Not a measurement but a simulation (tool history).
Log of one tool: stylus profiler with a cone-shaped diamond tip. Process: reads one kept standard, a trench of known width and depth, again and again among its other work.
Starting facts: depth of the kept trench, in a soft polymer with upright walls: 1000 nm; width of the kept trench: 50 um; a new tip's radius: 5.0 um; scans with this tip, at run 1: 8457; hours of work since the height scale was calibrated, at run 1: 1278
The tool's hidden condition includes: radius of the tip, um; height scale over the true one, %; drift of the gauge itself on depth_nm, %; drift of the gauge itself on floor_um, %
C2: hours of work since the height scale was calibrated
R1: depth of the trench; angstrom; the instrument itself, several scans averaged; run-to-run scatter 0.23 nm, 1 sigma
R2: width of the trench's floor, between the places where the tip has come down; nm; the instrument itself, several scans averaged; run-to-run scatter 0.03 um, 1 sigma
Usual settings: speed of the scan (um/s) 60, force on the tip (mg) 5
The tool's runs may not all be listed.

Run 1, hour 0: usual settings; scans with this tip 8457; C2 1278. Result: R1 10269.4 angstrom, R2 43780 nm.
Run 2, hour 65.2: usual settings; scans with this tip 8730; C2 1319. Result: R1 10274 angstrom, R2 43870 nm.
Run 3, hour 186.3: usual settings; scans with this tip 9236; C2 1395. Result: R1 10270.4 angstrom, R2 43840 nm.
Run 4, hour 279.1: usual settings; scans with this tip 9624; C2 1454. Result: R1 10270.4 angstrom, R2 43810 nm.
Run 5, hour 399.3: usual settings but speed of the scan (um/s) 226; scans with this tip 10126; C2 1530. Result: R1 10272 angstrom, R2 43350 nm.
Run 6, hour 459.9: usual settings but speed of the scan (um/s) 32; scans with this tip 10379; C2 1568. Result: R1 10271 angstrom, R2 43870 nm.
Run 7, hour 550.2: usual settings but force on the tip (mg) 4.29; scans with this tip 10757; C2 1625. Result: R1 10245 angstrom, R2 43810 nm.
Run 8, hour 677.1: usual settings but force on the tip (mg) 4.29; scans with this tip 11287; C2 1705. Result: R1 10246.1 angstrom, R2 43870 nm.
Run 9, hour 775.6: usual settings; scans with this tip 11699; C2 1768. Result: R1 10272.2 angstrom, R2 43820 nm.
Run 10, hour 847.3: usual settings; scans with this tip 11998; C2 1813. Result: R1 10270.3 angstrom, R2 43810 nm.
At hour 887.2: height scale calibrated on a step standard.
Run 11, hour 955.9: usual settings; scans with this tip 12450; C2 43. Result: R1 10274.3 angstrom, R2 43830 nm.
Run 12, hour 1049.4: usual settings; scans with this tip 12841; C2 102. Result: R1 10266.8 angstrom, R2 43810 nm.
Run 13, hour 1144.3: usual settings; scans with this tip 13237; C2 162. Result: R1 10273.8 angstrom, R2 43850 nm.
Run 14, hour 1224.7: usual settings but force on the tip (mg) 4.16; scans with this tip 13574; C2 213. Result: R1 10241.8 angstrom, R2 43790 nm.
Run 15, hour 1318.3: usual settings; scans with this tip 13965; C2 272. Result: R1 10273.7 angstrom, R2 43830 nm.

Predict the results of run 16:
Run 16, hour 1396.2: usual settings but speed of the scan (um/s) 39, force on the tip (mg) 3.38; scans with this tip 14290; C2 321. Result: R1 ?, R2 ?.

R1: 10209.9 angstrom
R2: 43880 nm
If the tool had no hidden condition, the same run with the same run-to-run variation would have returned R1 10209.9 angstrom, R2 43890 nm.
